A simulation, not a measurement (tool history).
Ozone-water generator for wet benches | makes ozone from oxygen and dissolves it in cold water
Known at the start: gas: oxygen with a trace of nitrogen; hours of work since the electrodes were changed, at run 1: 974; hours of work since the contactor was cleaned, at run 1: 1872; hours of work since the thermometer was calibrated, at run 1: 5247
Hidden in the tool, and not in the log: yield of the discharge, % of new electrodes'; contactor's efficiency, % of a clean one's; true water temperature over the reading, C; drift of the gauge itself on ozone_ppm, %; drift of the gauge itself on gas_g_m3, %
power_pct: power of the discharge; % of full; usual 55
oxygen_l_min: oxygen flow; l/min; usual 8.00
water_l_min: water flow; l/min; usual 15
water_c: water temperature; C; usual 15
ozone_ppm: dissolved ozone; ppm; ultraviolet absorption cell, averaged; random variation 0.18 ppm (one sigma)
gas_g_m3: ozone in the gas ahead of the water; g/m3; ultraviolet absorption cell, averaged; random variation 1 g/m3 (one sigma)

run,hour,power_pct,oxygen_l_min,water_l_min,water_c,hours of work since the electrodes were changed,hours of work since the contactor was cleaned,hours of work since the thermometer was calibrated,ozone_ppm,gas_g_m3
1,0.0,55,8.00,15,15,974,1872,5247,24.9,181.2
2,18.5,55,8.00,15,14,990,1887,5262,25.4,177.6
3,38.3,55,8.00,15,14,1007,1904,5279,25.4,180.2
4,63.1,55,8.00,15,14,1028,1925,5300,25.4,180.7
5,81.8,55,8.00,15,14,1044,1941,5316,25.6,180.5
6,106.4,55,8.00,15,14,1065,1962,5337,25.7,180.6
7,123.8,55,8.00,15,14,1079,1977,5352,25.4,178.3
8,148.6,55,8.00,15,15,1100,1998,5373,25.1,180.0
9,175.2,55,8.00,15,15,1123,2021,5396,25.1,178.9
10,190.8,55,8.00,15,15,1136,2034,5409,24.6,179.1
11,212.0,55,8.00,23,15,1154,2052,5427,17.1,181.8
12,237.8,55,8.00,23,15,1176,2074,5449,16.9,179.7
13,267.9,55,10.61,15,15,1202,2100,5475,24.2,155.5
14,286.8,55,10.06,15,15,1218,2116,5491,24.2,160.4
15,300.2,55,10.06,15,15,1229,2127,5502,24.1,162.6
# hour 308.3: water thermometer calibrated
16,316.3,55,10.06,15,15,1243,2140,7,24.4,158.8
17,344.6,55,8.00,15,10,1267,2164,31,27.2,178.6
18,362.8,55,8.00,15,10,1282,2180,46,27.3,178.6
19,385.0,55,4.81,15,9,1301,2199,65,28.2,233.0
20,408.8,55,7.07,22,15,1321,2219,85,17.8,190.8
21,436.7,55,7.07,22,15,1345,2243,109,17.5,188.7
22,459.4,49,5.27,22,17,1364,2262,129,15.3,200.7
23,485.4,51,8.00,11,18,1387,2284,151,27.5,165.5
24,502.3,51,8.00,11,18,1401,2299,165,27.4,166.9
25,521.8,63,4.80,12,21,1417,2315,182,32.0,264.6
26,542.1,80,7.85,10,13,1435,2332,199,49.7,254.7
27,562.9,80,7.85,10,13,1452,2350,217,49.0,254.1
28,580.6,89,8.00,15,21,1468,2365,232,34.2,278.7
29,601.6,89,8.00,15,21,1485,2383,249,33.9,276.2
30,619.8,89,8.00,15,21,1501,2399,265,34.1,275.6
31,636.0,54,8.00,9,21,1515,2412,279,30.5,175.0
32,662.8,45,11.59,15,8,1537,2435,302,22.9,123.3
33,678.0,50,8.00,23,8,1550,2448,314,17.2,164.9

4 ways to go on from here, each from the tool as it stands after run 33. What would each give?
A,706.3,68,8.00,24,8,1574,2472,339,?,?
B,706.3,92,8.00,15,15,1574,2472,339,?,?
C,706.3,50,8.00,23,10,1574,2472,339,?,?
D,706.3,50,6.68,23,21,1574,2472,339,?,?

run,ozone_ppm,gas_g_m3
A,21.6,213.5
B,39.1,283.3
C,16.6,161.5
D,14.0,178.7
Without the tool's hidden state the same runs would have given:
run,ozone_ppm,gas_g_m3
A,22.7,220.6
B,41.4,295.5
C,17.3,165.3
D,14.6,183.0
